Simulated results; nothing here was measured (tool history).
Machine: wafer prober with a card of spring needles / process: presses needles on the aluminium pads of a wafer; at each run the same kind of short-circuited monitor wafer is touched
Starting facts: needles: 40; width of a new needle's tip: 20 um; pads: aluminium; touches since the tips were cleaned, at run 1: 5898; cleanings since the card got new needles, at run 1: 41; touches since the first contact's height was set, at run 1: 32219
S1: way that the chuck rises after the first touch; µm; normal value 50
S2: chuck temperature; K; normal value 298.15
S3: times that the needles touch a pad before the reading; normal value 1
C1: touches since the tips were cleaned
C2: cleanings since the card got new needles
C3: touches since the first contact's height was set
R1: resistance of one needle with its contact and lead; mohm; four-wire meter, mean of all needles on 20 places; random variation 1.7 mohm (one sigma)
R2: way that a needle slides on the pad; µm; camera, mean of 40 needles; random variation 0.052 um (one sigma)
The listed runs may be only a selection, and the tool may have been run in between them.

{"run": 1, "hour": 0.0, "S1": 50, "S2": 298.15, "S3": 1, "C1": 5898, "C2": 41, "C3": 32219, "R1": 291, "R2": 10.93}
{"hour": 14.7, "done": "tips cleaned on abrasive film"}
{"run": 2, "hour": 26.7, "S1": 50, "S2": 298.15, "S3": 1, "C1": 2289, "C2": 42, "C3": 37305, "R1": 250, "R2": 10.83}
{"hour": 57.5, "done": "tips cleaned on abrasive film"}
{"run": 3, "hour": 70.3, "S1": 50, "S2": 298.15, "S3": 1, "C1": 2451, "C2": 43, "C3": 45619, "R1": 259, "R2": 10.79}
{"run": 4, "hour": 99.3, "S1": 50, "S2": 298.15, "S3": 1, "C1": 7992, "C2": 43, "C3": 51160, "R1": 310, "R2": 10.79}
{"hour": 102.5, "done": "tips cleaned on abrasive film"}
{"hour": 146.9, "done": "tips cleaned on abrasive film"}
{"run": 5, "hour": 157.5, "S1": 50, "S2": 298.15, "S3": 1, "C1": 2021, "C2": 45, "C3": 62254, "R1": 248, "R2": 10.75}
{"run": 6, "hour": 185.5, "S1": 50, "S2": 298.15, "S3": 1, "C1": 7383, "C2": 45, "C3": 67616, "R1": 309, "R2": 10.72}
{"hour": 190.3, "done": "tips cleaned on abrasive film"}
{"hour": 233.6, "done": "tips cleaned on abrasive film"}
{"run": 7, "hour": 235.4, "S1": 50, "S2": 298.15, "S3": 1, "C1": 357, "C2": 47, "C3": 77124, "R1": 204, "R2": 10.73}
{"hour": 278.2, "done": "tips cleaned on abrasive film"}
{"run": 8, "hour": 291.4, "S1": 50, "S2": 298.15, "S3": 1, "C1": 2527, "C2": 48, "C3": 87809, "R1": 255, "R2": 10.73}
{"hour": 324.3, "done": "tips cleaned on abrasive film"}
{"run": 9, "hour": 342.5, "S1": 50, "S2": 298.15, "S3": 1, "C1": 3492, "C2": 49, "C3": 97567, "R1": 274, "R2": 10.72}
{"hour": 371.0, "done": "tips cleaned on abrasive film"}
{"run": 10, "hour": 400.8, "S1": 50, "S2": 298.15, "S3": 1, "C1": 5700, "C2": 50, "C3": 108696, "R1": 310, "R2": 10.7}
{"hour": 416.8, "done": "tips cleaned on abrasive film"}
{"run": 11, "hour": 448.6, "S1": 50, "S2": 309.15, "S3": 1, "C1": 6090, "C2": 51, "C3": 117817, "R1": 303, "R2": 10.7}
{"hour": 453.2, "done": "height of the first contact set anew"}
{"hour": 459.8, "done": "tips cleaned on abrasive film"}
{"hour": 503.5, "done": "tips cleaned on abrasive film"}
{"run": 12, "hour": 506.3, "S1": 50, "S2": 298.15, "S3": 3, "C1": 534, "C2": 53, "C3": 10120, "R1": 186, "R2": 10.55}
{"run": 13, "hour": 536.9, "S1": 50, "S2": 299.15, "S3": 1, "C1": 6376, "C2": 53, "C3": 15962, "R1": 312, "R2": 10.63}
{"hour": 546.3, "done": "tips cleaned on abrasive film"}
{"run": 14, "hour": 571.8, "S1": 50, "S2": 299.15, "S3": 1, "C1": 4884, "C2": 54, "C3": 22623, "R1": 297, "R2": 10.45}
{"hour": 592.2, "done": "tips cleaned on abrasive film"}
{"run": 15, "hour": 621.7, "S1": 50, "S2": 298.15, "S3": 1, "C1": 5634, "C2": 55, "C3": 32148, "R1": 309, "R2": 10.46}
{"hour": 637.6, "done": "height of the first contact set anew, once more"}
{"hour": 637.7, "done": "tips cleaned on abrasive film"}
{"run": 16, "hour": 666.4, "S1": 50, "S2": 298.15, "S3": 1, "C1": 5501, "C2": 56, "C3": 5501, "R1": 295, "R2": 10.9}
{"hour": 681.2, "done": "tips cleaned on abrasive film"}
{"run": 17, "hour": 722.4, "S1": 50, "S2": 298.15, "S3": 1, "C1": 7874, "C2": 57, "C3": 16185, "R1": 307, "R2": 10.83}
{"hour": 727.4, "done": "tips cleaned on abrasive film"}
{"hour": 770.0, "done": "tips cleaned on abrasive film"}
{"run": 18, "hour": 779.2, "S1": 30, "S2": 298.15, "S3": 1, "C1": 1761, "C2": 59, "C3": 27005, "R1": 380, "R2": 6.43}
{"hour": 813.2, "done": "tips cleaned on abrasive film"}
{"run": 19, "hour": 813.2, "S1": 30, "S2": 298.15, "S3": 1, "C1": 0, "C2": 60, "C3": 33483, "R1": 237, "R2": 6.4}
{"hour": 859.9, "done": "tips cleaned on abrasive film"}
{"run": 20, "hour": 859.9, "S1": 32, "S2": 298.15, "S3": 2, "C1": 0, "C2": 61, "C3": 42401, "R1": 199, "R2": 6.93}
{"hour": 905.0, "done": "tips cleaned on abrasive film"}
{"run": 21, "hour": 916.3, "S1": 32, "S2": 298.15, "S3": 2, "C1": 2164, "C2": 62, "C3": 53163, "R1": 302, "R2": 6.88}
{"hour": 949.8, "done": "tips cleaned on abrasive film"}
{"run": 22, "hour": 961.7, "S1": 32, "S2": 298.15, "S3": 2, "C1": 2284, "C2": 63, "C3": 61832, "R1": 295, "R2": 6.83}
{"hour": 997.3, "done": "tips cleaned on abrasive film"}
{"run": 23, "hour": 1014.8, "S1": 56, "S2": 334.15, "S3": 2, "C1": 3344, "C2": 64, "C3": 71969, "R1": 224, "R2": 12.07}

Pick out some run-to-run changes in R1. Of each, how much would a tool without hidden state show as well, from the settings, what came in and chance, and how much is left for the hidden state and any gauge scatter not in both results compared?
Unlogged tool condition in this case: debris on the tips, nm; way that the needles fall short of the set height, um; tips' diameter, um; drift of the gauge itself on contact_mohm, %; drift of the gauge itself on scrub_um, %.
Run 12 -> 13: S2 298.15 -> 299.15, S3 3 -> 1. R1 +126 mohm: hidden state +124, all else +2.
Run 18 -> 19: tips cleaned on abrasive film. R1 -143 mohm: hidden state -144, all else +1.
